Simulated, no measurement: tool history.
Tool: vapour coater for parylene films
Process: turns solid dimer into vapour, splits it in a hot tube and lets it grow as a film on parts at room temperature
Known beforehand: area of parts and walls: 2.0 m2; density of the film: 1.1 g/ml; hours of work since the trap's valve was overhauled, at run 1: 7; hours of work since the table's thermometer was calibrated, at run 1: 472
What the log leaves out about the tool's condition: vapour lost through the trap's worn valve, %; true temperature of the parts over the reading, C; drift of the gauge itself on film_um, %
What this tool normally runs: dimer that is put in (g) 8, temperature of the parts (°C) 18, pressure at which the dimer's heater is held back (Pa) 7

run,day,dimer that is put in (g),temperature of the parts (°C),pressure at which the dimer's heater is held back (Pa),hours of work since the trap's valve was overhauled,hours of work since the table's thermometer was calibrated,thickness of the film (nm)
1,0,8,18,7,7,472,1610
2,0.946,8,18,7,16,481,1570
3,1.762,8,18,7,25,489,1590
4,2.425,8,18,7.62,31,496,1480
5,3.054,8,18,7.62,38,503,1510
6,3.967,8,18,7.62,47,512,1540
7,5.083,8,18,7.62,58,523,1460
8,6.329,8,18,7.62,71,536,1480
9,7.471,8,18,7.62,83,547,1510
10,8.117,5,24,7,89,554,750
11,9.438,5,24,7,103,567,760
12,10.388,7,18,7,112,577,1320
13,11.642,7,18,7,125,590,1280
14,12.554,4,12,7,134,599,910
15,13.579,4,12,7,145,609,950

How would selected steps in thickness of the film (nm) from run to run divide? Give the signed amount a tool lacking its hidden state would still show from settings, what came in and random variation, and the signed amount left for the hidden state, including any gauge scatter that is not in both of the compared results.
Run 9 -> 10: dimer that is put in (g) 8 -> 5, temperature of the parts (°C) 18 -> 24, pressure at which the dimer's heater is held back (Pa) 7.62 -> 7. thickness of the film (nm) -760: hidden state +50, all else -810.
